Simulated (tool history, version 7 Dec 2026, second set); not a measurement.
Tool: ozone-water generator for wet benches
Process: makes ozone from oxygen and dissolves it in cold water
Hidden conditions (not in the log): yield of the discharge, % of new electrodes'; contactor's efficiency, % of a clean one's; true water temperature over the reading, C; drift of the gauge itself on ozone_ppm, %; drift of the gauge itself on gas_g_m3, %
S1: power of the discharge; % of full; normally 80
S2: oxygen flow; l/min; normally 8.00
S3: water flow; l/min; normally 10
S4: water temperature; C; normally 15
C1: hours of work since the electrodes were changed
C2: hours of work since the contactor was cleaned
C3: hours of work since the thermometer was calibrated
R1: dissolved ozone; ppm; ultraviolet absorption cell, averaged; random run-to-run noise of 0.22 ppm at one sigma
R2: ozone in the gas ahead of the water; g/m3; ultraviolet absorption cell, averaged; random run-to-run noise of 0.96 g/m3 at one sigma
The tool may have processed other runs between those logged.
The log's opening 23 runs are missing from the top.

run,hour,S1,S2,S3,S4,C1,C2,C3,R1,R2
# hour 1046.9: water thermometer calibrated, once more
24,1046.9,52,7.74,9,13,1172,4081,0,26.4,132.6
25,1073.8,41,8.00,6,15,1191,4101,19,26.9,115.5
26,1107.4,75,8.00,10,15,1215,4125,44,28.0,155.3
27,1159.9,75,8.00,10,15,1253,4163,82,28.1,156.4
28,1202.1,48,8.00,10,21,1284,4193,112,19.5,123.7
29,1243.5,48,4.49,14,14,1314,4223,142,19.4,171.4
30,1286.8,91,11.99,7,8,1345,4255,173,38.6,136.0
31,1327.4,91,11.99,7,8,1374,4284,203,38.2,133.9
32,1390.4,80,6.96,10,15,1420,4329,248,29.6,172.0

Alternative continuations, all from the tool just after run 32; predict every row:
A,1444.7,86,7.04,10,19,1459,4369,287,?,?
B,1444.7,80,8.00,16,15,1459,4369,287,?,?
C,1444.7,80,9.37,9,22,1459,4369,287,?,?

run,R1,R2
A,28.3,178.4
B,20.8,158.5
C,24.4,144.9
Without the tool's unlogged condition, the same runs would have read:
run,R1,R2
A,31.4,185.0
B,23.5,164.2
C,27.0,150.1
